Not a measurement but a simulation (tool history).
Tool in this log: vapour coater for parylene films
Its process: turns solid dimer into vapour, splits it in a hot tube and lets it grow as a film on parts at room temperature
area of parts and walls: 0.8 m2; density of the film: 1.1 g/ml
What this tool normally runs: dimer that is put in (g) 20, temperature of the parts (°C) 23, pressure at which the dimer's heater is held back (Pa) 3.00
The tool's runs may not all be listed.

| run | day | dimer that is put in (g) | temperature of the parts (°C) | pressure at which the dimer's heater is held back (Pa) | thickness of the film (nm) |
|---|---|---|---|---|---|
| 1 | 0.000 | 20 | 23 | 3.00 | 16210 |
| 2 | 0.721 | 20 | 23 | 3.00 | 15990 |
| 3 | 1.692 | 20 | 23 | 3.00 | 16160 |
| 4 | 2.617 | 20 | 23 | 3.00 | 16050 |
| 5 | 3.417 | 20 | 23 | 3.00 | 15960 |
| 6 | 4.575 | 8 | 25 | 2.08 | 6360 |
| 7 | 5.442 | 8 | 25 | 2.08 | 6340 |
| 8 | 6.125 | 10 | 18 | 5.48 | 8170 |
| 9 | 7.258 | 10 | 18 | 2.13 | 9070 |
| 10 | 7.896 | 10 | 31 | 2.13 | 6910 |

Table of differences, measured result less the result of that run with no hidden state. Run-to-run variation is the same in both. Gauge scatter possibly is not:
Hidden conditions of the tool in this case: vapour lost through the trap's worn valve, %; true temperature of the parts over the reading, C; drift of the gauge itself on film_um, %.
| run | thickness of the film (nm) |
|---|---|
| 1 | -700 |
| 2 | -720 |
| 3 | -780 |
| 4 | -810 |
| 5 | -850 |
| 6 | -360 |
| 7 | -370 |
| 8 | -500 |
| 9 | -580 |
| 10 | -460 |

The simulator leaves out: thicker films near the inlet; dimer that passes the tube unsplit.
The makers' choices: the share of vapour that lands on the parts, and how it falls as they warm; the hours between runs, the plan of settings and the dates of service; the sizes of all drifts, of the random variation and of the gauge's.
